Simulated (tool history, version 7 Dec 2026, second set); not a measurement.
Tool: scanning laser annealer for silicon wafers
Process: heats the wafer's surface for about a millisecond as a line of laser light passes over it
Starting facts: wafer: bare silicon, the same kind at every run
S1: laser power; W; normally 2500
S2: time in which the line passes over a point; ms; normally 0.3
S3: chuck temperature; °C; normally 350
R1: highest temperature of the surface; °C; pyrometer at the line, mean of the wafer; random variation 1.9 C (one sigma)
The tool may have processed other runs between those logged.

run,hour,S1,S2,S3,R1
1,0,2500,0.3,350,1196
2,62.6,2500,0.3,357,1203
3,146.1,2500,0.3,357,1198
4,202,2500,0.3,357,1198
5,276.4,2500,0.3,357,1194
6,369.3,2500,0.3,350,1188
7,431.9,2500,0.3,350,1181
8,518.1,2500,0.3,350,1178
9,558.1,2500,0.236,350,1074
10,629.5,2500,0.3,350,1177
11,704.7,2500,0.3,350,1178
12,773.5,2500,0.3,350,1170
13,815,2500,0.3,350,1171
14,858.6,2500,0.363,350,1263
15,911.5,2500,0.363,350,1263
16,989,2387,0.293,315,1087
17,1039.9,2702,0.293,338,1208
18,1096.2,2702,0.342,338,1287
19,1166.1,2686,0.283,318,1159
# hour 1176.5: window over the wafer cleaned
20,1258,2360,0.351,326,1210
21,1299.2,2500,0.261,361,1153
22,1342.3,2636,0.3,362,1264
23,1395.6,2636,0.3,362,1266
24,1451.4,2636,0.273,366,1219
25,1497.2,2500,0.3,341,1197
26,1551.2,2500,0.3,341,1190

Estimate the outcome of run 27 from the log above:
27,1604.6,2382,0.299,350,?

{"run 27": {"R1": 1158}}
Take away the tool's hidden state, keep the run-to-run variation as it was, and the same run would have given R1 1156 °C.

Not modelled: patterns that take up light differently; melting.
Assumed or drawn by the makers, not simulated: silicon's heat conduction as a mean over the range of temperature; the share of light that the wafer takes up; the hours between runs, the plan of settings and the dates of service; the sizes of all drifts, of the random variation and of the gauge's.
